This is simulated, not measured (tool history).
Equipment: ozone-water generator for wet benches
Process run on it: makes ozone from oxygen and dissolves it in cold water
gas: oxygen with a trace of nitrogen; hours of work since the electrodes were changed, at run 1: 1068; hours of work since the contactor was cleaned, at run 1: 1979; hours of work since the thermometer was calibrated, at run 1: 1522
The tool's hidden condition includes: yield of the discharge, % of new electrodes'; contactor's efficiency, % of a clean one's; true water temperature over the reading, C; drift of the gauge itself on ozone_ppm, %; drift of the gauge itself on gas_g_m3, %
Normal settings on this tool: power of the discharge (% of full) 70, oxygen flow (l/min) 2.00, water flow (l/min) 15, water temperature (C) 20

run    hour  power of the discharge (% of full)  oxygen flow (l/min)  water flow (l/min)  water temperature (C)  hours of work since the electrodes were changed  hours of work since the contactor was cleaned  hours of work since the thermometer was calibrated  dissolved ozone (ppm)  ozone in the gas ahead of the water (g/m3)
  1     0.0                                  70                 2.00                  15                     20                                             1068                                           1979                                                1522                   11.4                                       186.1
  2    57.9                                  70                 2.00                  15                     20                                             1114                                           2026                                                1569                   11.5                                       186.1
  3   122.6                                  70                 2.00                  15                     20                                             1167                                           2078                                                1622                   11.2                                       185.4
  4   175.2                                  70                 2.00                  15                     20                                             1210                                           2121                                                1665                   11.2                                       185.2
  5   235.1                                  70                 2.00                  15                     20                                             1258                                           2169                                                1713                   11.2                                       186.7
  6   300.6                                  70                 2.00                  15                     20                                             1311                                           2223                                                1766                   11.1                                       185.8
      338.2  -- contactor cleaned
  7   365.2                                  70                 2.00                  15                     20                                             1360                                             22                                                1815                   10.4                                       188.9
  8   425.8                                  70                 2.00                  15                     20                                             1409                                             71                                                1864                   10.8                                       184.0
      445.8  -- contactor cleaned, once more
  9   488.6                                  70                 2.00                  15                     20                                             1457                                             35                                                1912                   11.6                                       185.3
 10   543.4                                  70                 2.00                  15                     20                                             1502                                             79                                                1956                   11.3                                       183.7
 11   575.2                                  70                 2.00                  15                     20                                             1527                                            105                                                1982                   11.4                                       182.9
 12   612.4                                  70                 1.82                  15                     20                                             1558                                            135                                                2012                   11.3                                       191.8
 13   669.4                                  70                 1.82                  15                     20                                             1604                                            181                                                2059                   11.2                                       191.2
 14   702.1                                  70                 1.82                  15                     20                                             1630                                            208                                                2085                   11.2                                       190.9
 15   742.2                                  70                 1.82                  15                     20                                             1663                                            240                                                2118                   11.3                                       191.9
 16   806.7                                  70                 1.82                  15                     20                                             1715                                            293                                                2170                   11.0                                       191.2
 17   859.3                                  74                 2.00                  15                     19                                             1758                                            335                                                2213                   12.1                                       190.8
 18   923.0                                  61                 2.57                  22                     17                                             1809                                            387                                                2264                    7.7                                       144.8
 19   970.4                                  61                 2.57                  22                     17                                             1848                                            425                                                2303                    7.8                                       145.5
 20  1032.7                                  70                 1.19                  15                     26                                             1898                                            476                                                2353                    9.6                                       231.4
 21  1095.6                                  70                 2.26                  15                     17                                             1949                                            527                                                2404                   11.8                                       170.4
 22  1157.1                                  70                 1.75                  13                     17                                             1999                                            577                                                2454                   12.6                                       191.3
 23  1221.6                                  74                 1.75                  13                     13                                             2051                                            629                                                2506                   13.7                                       198.0
 24  1288.2                                  74                 2.33                  21                     14                                             2105                                            683                                                2560                    9.3                                       174.0
 25  1324.3                                  74                 2.33                  21                     14                                             2135                                            712                                                2589                    9.1                                       172.9
 26  1372.0                                  74                 2.33                  21                     14                                             2173                                            751                                                2628                    9.1                                       172.0
 27  1421.1                                  74                 2.33                  16                     14                                             2213                                            791                                                2668                   11.9                                       173.0
 28  1463.0                                  70                 1.21                  15                     17                                             2247                                            825                                                2702                   10.0                                       227.6
 29  1504.5                                  70                 1.21                  15                     17                                             2281                                            858                                                2736                    9.9                                       227.6
 30  1557.3                                  70                 1.21                  15                     17                                             2323                                            901                                                2778                    9.8                                       226.3
 31  1593.2                                  61                 1.18                  12                     19                                             2353                                            930                                                2808                   10.8                                       205.6
 32  1650.7                                  70                 1.85                  20                     20                                             2399                                            977                                                2854                    7.9                                       183.2

The logged runs with the hidden state left out (each run's random variation unchanged):
run  dissolved ozone (ppm)  ozone in the gas ahead of the water (g/m3)
  1                   12.5                                       195.9
  2                   12.6                                       196.3
  3                   12.4                                       196.1
  4                   12.4                                       196.2
  5                   12.4                                       198.2
  6                   12.4                                       197.7
  7                   12.0                                       201.4
  8                   12.4                                       196.5
  9                   12.4                                       198.5
 10                   12.1                                       197.0
 11                   12.3                                       196.5
 12                   12.3                                       206.2
 13                   12.2                                       206.0
 14                   12.1                                       206.0
 15                   12.3                                       207.4
 16                   12.0                                       207.1
 17                   13.2                                       207.7
 18                    8.4                                       156.2
 19                    8.5                                       157.0
 20                   10.6                                       252.8
 21                   13.0                                       186.6
 22                   13.9                                       210.0
 23                   15.3                                       218.7
 24                   10.4                                       192.8
 25                   10.3                                       191.7
 26                   10.3                                       191.0
 27                   13.4                                       192.5
 28                   11.3                                       252.6
 29                   11.2                                       253.0
 30                   11.1                                       252.1
 31                   12.1                                       226.8
 32                    9.0                                       204.9
